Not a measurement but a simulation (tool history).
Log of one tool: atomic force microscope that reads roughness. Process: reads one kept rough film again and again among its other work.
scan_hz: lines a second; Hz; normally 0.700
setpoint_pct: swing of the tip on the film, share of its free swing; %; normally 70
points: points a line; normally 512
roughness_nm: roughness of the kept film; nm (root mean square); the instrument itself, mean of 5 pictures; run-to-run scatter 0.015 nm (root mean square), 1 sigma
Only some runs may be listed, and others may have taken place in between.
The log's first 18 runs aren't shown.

Run 19, hour 290.5: usual settings. Result: roughness_nm 3.090 nm (root mean square).
Run 20, hour 303.5: usual settings. Result: roughness_nm 2.856 nm (root mean square).
At hour 309.5: new tip fitted.
Run 21, hour 320.2: usual settings. Result: roughness_nm 3.504 nm (root mean square).
Run 22, hour 334.8: usual settings. Result: roughness_nm 3.175 nm (root mean square).
At hour 338.1: height scale calibrated on a step standard.
At hour 358.7: new tip fitted.
Run 23, hour 359.9: usual settings. Result: roughness_nm 3.712 nm (root mean square).
Run 24, hour 381.4: usual settings. Result: roughness_nm 3.231 nm (root mean square).
Run 25, hour 395.2: usual settings. Result: roughness_nm 2.993 nm (root mean square).
At hour 407.0: new tip fitted.
Run 26, hour 411.2: usual settings. Result: roughness_nm 3.619 nm (root mean square).
Run 27, hour 423.0: usual settings. Result: roughness_nm 3.370 nm (root mean square).
Run 28, hour 438.6: usual settings but scan_hz 0.901 Hz, setpoint_pct 75 %, points 919. Result: roughness_nm 3.071 nm (root mean square).
At hour 446.6: height scale calibrated on a step standard, once more.
At hour 455.4: new tip fitted.
Run 29, hour 463.4: usual settings but scan_hz 0.704 Hz, setpoint_pct 60 %, points 919. Result: roughness_nm 3.534 nm (root mean square).
Run 30, hour 474.2: usual settings but setpoint_pct 66 %, points 279. Result: roughness_nm 3.261 nm (root mean square).
Run 31, hour 492.2: usual settings but scan_hz 2.267 Hz, setpoint_pct 66 %, points 790. Result: roughness_nm 2.872 nm (root mean square).
At hour 503.3: new tip fitted.
Run 32, hour 512.3: usual settings but scan_hz 0.648 Hz, setpoint_pct 72 %, points 509. Result: roughness_nm 3.466 nm (root mean square).
Run 33, hour 525.2: usual settings but scan_hz 0.656 Hz, points 522. Result: roughness_nm 3.187 nm (root mean square).
Run 34, hour 546.8: usual settings but scan_hz 0.656 Hz, points 522. Result: roughness_nm 2.794 nm (root mean square).
At hour 550.6: new tip fitted.
Run 35, hour 563.7: usual settings but scan_hz 0.747 Hz, setpoint_pct 62 %, points 358. Result: roughness_nm 3.390 nm (root mean square).
Run 36, hour 577.2: usual settings but scan_hz 0.747 Hz, setpoint_pct 62 %, points 358. Result: roughness_nm 3.124 nm (root mean square).
Run 37, hour 594.2: usual settings but setpoint_pct 64 %, points 614. Result: roughness_nm 2.873 nm (root mean square).
At hour 598.6: new tip fitted.
Run 38, hour 605.3: usual settings but setpoint_pct 90 %, points 324. Result: roughness_nm 3.465 nm (root mean square).
Run 39, hour 621.0: usual settings but setpoint_pct 90 %, points 324. Result: roughness_nm 3.130 nm (root mean square).
Run 40, hour 644.6: usual settings but scan_hz 2.790 Hz. Result: roughness_nm 2.692 nm (root mean square).
At hour 646.9: new tip fitted.
Run 41, hour 662.3: usual settings but points 627. Result: roughness_nm 3.355 nm (root mean square).
Run 42, hour 679.5: usual settings but scan_hz 1.727 Hz, setpoint_pct 58 %, points 704. Result: roughness_nm 3.037 nm (root mean square).

Estimate the outcome of run 43 from the log above:
At hour 694.4: new tip fitted.
Run 43, hour 700.9: usual settings but scan_hz 3.423 Hz, setpoint_pct 62 %. Result: roughness_nm ?.

roughness_nm: 3.445 nm (root mean square)
On a tool with no hidden condition, and with the same random variation, this run would have come out at roughness_nm 3.636 nm (root mean square).

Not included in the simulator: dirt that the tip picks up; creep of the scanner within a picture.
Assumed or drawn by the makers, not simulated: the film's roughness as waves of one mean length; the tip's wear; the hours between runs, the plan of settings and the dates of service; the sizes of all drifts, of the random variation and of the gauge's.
